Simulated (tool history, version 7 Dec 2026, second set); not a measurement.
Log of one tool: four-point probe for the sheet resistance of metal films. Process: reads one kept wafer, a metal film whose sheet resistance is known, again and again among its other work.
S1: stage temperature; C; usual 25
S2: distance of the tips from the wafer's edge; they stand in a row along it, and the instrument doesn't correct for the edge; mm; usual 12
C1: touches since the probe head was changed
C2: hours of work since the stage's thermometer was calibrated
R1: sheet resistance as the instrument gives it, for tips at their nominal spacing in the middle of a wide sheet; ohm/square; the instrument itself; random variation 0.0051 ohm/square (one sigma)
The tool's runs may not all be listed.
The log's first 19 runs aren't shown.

Run 20, day 14.442: usual settings but S2 5 mm; C1 64823; C2 528. Result: R1 25.929411 ohm/square.
Run 21, day 15.404: usual settings but S2 5 mm; C1 65967; C2 545. Result: R1 25.921648 ohm/square.
Run 22, day 16.525: usual settings; C1 67297; C2 563. Result: R1 25.231079 ohm/square.
Run 23, day 17.308: usual settings but S1 28 C, S2 59 mm; C1 68226; C2 576. Result: R1 25.032603 ohm/square.
Run 24, day 18.317: usual settings but S1 26 C, S2 40 mm; C1 69423; C2 593. Result: R1 25.07942 ohm/square.
Run 25, day 19.383: usual settings but S1 34 C, S2 34 mm; C1 70688; C2 611. Result: R1 24.945239 ohm/square.
Run 26, day 20.529: usual settings but S1 30 C, S2 67 mm; C1 72046; C2 630. Result: R1 25.006516 ohm/square.
Run 27, day 21.158: usual settings but S2 40 mm; C1 72794; C2 641. Result: R1 25.107802 ohm/square.
Run 28, day 22.2: usual settings but S1 26 C, S2 3 mm; C1 74030; C2 658. Result: R1 27.265157 ohm/square.
Run 29, day 23.258: usual settings but S1 33 C, S2 27 mm; C1 75286; C2 676. Result: R1 24.979194 ohm/square.
Run 30, day 23.871: usual settings but S2 35 mm; C1 76016; C2 686. Result: R1 25.107536 ohm/square.
Run 31, day 25.067: usual settings but S1 20 C, S2 9 mm; C1 77434; C2 706. Result: R1 25.453341 ohm/square.
Run 32, day 25.896: usual settings but S1 20 C, S2 9 mm; C1 78418; C2 720. Result: R1 25.453127 ohm/square.
Run 33, day 26.588: usual settings but S1 20 C, S2 9 mm; C1 79240; C2 731. Result: R1 25.455584 ohm/square.
Run 34, day 27.288: usual settings but S1 18 C, S2 9 mm; C1 80070; C2 743. Result: R1 25.492399 ohm/square.
Run 35, day 27.95: usual settings but S1 34 C, S2 17 mm; C1 80857; C2 754. Result: R1 25.026775 ohm/square.

Forecast run 36:
Run 36, day 28.567: usual settings but S1 22 C, S2 13 mm; C1 81591; C2 764. Result: R1 ?.

R1: 25.286012 ohm/square
Without the tool's hidden state the same run would have given R1 25.35734 ohm/square.

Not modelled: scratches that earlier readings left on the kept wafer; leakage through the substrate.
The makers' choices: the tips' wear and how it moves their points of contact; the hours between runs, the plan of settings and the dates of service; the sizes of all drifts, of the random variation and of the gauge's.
